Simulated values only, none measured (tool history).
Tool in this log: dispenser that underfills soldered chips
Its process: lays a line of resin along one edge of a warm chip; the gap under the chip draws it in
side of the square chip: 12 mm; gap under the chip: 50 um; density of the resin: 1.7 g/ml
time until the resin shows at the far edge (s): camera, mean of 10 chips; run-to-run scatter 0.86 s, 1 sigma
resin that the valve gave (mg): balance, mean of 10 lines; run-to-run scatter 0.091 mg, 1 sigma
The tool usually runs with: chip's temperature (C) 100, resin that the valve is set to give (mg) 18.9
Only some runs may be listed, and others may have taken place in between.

run,day,chip's temperature (C),resin that the valve is set to give (mg),time until the resin shows at the far edge (s),resin that the valve gave (mg)
1,0.000,100,18.9,99.3,18.53
# day 0.271: new syringe of resin
2,0.338,100,18.9,86.3,18.50
# day 0.708: new syringe of resin
3,0.771,100,18.9,83.6,18.25
# day 1.158: new syringe of resin
4,1.212,100,18.9,84.8,18.53
5,1.467,100,18.9,128.8,18.31
# day 1.592: new syringe of resin
6,1.683,100,18.9,90.7,18.34
# day 2.021: new syringe of resin
7,2.146,100,18.9,93.0,18.16
# day 2.471: new syringe of resin
8,2.500,100,18.9,79.8,18.13
# day 2.904: new syringe of resin
9,2.904,100,18.9,76.9,18.13
10,3.267,100,18.9,136.0,18.09
# day 3.329: new syringe of resin
11,3.500,100,18.9,103.0,18.02
# day 3.779: new syringe of resin
# day 4.025: dispensing valve cleaned and set on the balance
12,4.025,100,18.9,105.4,18.78
# day 4.279: new syringe of resin
13,4.371,91,18.3,120.2,18.19
14,4.642,91,18.3,181.1,18.07
# day 4.738: new syringe of resin
15,4.950,91,18.3,143.7,18.04
# day 5.171: new syringe of resin
16,5.338,87,22.4,148.1,22.02
# day 5.621: new syringe of resin
17,5.629,88,22.3,110.2,21.88
18,6.008,104,18.9,125.5,18.69
# day 6.062: new syringe of resin
19,6.404,104,18.9,117.6,18.64
# day 6.496: new syringe of resin
20,6.700,114,21.0,67.2,20.62
# day 6.938: new syringe of resin
21,7.129,100,18.9,102.7,18.32
22,7.325,93,19.7,175.8,19.32
# day 7.379: new syringe of resin
23,7.617,93,19.7,141.8,19.12
# day 7.804: new syringe of resin
24,7.900,100,22.6,83.9,21.84

Below are 5 alternative next runs, each starting from the tool's condition after run 24. Predict each:
A,8.133,86,16.4,?,?
B,8.133,103,19.7,?,?
C,8.133,102,22.6,?,?
D,8.133,95,18.9,?,?
E,8.133,104,19.0,?,?

run,time until the resin shows at the far edge (s),resin that the valve gave (mg)
A,206.7,15.80
B,114.3,19.14
C,113.9,22.13
D,145.9,18.56
E,111.0,18.48
What these runs would have given with no unlogged condition in the tool:
run,time until the resin shows at the far edge (s),resin that the valve gave (mg)
A,132.9,16.25
B,73.4,19.69
C,73.4,22.76
D,93.7,19.09
E,71.2,19.01

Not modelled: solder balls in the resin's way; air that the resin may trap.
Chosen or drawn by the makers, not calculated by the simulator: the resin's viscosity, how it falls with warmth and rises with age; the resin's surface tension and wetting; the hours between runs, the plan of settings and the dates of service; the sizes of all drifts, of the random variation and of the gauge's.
